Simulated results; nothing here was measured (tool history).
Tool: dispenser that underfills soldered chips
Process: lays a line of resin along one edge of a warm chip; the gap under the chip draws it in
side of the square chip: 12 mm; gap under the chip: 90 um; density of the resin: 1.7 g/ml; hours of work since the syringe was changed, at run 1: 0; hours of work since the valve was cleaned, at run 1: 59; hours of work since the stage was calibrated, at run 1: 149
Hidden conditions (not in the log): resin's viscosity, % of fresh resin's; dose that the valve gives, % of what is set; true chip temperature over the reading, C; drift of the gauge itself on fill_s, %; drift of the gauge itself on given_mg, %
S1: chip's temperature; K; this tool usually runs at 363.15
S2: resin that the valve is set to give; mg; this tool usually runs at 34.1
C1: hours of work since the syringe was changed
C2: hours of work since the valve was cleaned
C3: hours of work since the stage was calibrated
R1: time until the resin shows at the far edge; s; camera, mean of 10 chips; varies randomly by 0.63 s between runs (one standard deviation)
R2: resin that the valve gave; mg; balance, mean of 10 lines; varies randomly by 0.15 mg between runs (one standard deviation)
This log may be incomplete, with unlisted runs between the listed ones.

| run | hour | S1 | S2 | C1 | C2 | C3 | R1 | R2 |
|---|---|---|---|---|---|---|---|---|
| 1 | 0 | 363.15 | 34.1 | 0 | 59 | 149 | 55.3 | 33.21 |
|  | 7.9 | new syringe of resin |
| 2 | 12.8 | 363.15 | 34.1 | 4 | 68 | 159 | 69.3 | 33.24 |
|  | 17 | new syringe of resin |
| 3 | 20.8 | 363.15 | 34.1 | 3 | 74 | 165 | 66.2 | 33.28 |
|  | 25.9 | new syringe of resin |
| 4 | 30.3 | 363.15 | 34.1 | 3 | 80 | 171 | 68.2 | 32.71 |
|  | 35 | new syringe of resin |
| 5 | 40.4 | 363.15 | 34.1 | 4 | 88 | 179 | 71.1 | 33.03 |
|  | 43.5 | new syringe of resin |
| 6 | 47.9 | 363.15 | 34.1 | 3 | 93 | 184 | 67.7 | 32.92 |
|  | 51.9 | new syringe of resin |
|  | 60.5 | new syringe of resin |
| 7 | 63.7 | 363.15 | 34.1 | 2 | 104 | 195 | 65 | 32.52 |
|  | 69.1 | new syringe of resin |
| 8 | 72.2 | 356.15 | 34.1 | 2 | 110 | 201 | 84 | 32.77 |

Forecast run 9:
|  | 77.4 | new syringe of resin |
|  | 84.2 | dispensing valve cleaned and set on the balance |
|  | 86.7 | new syringe of resin |
| 9 | 86.9 | 356.15 | 34.1 | 0 | 2 | 211 | ? | ? |

Logged for run 9: R1 72.9 s, R2 34.31 mg.
With the hidden condition absent and the run-to-run variation left alone, this run would have shown R1 77 s, R2 34.35 mg.
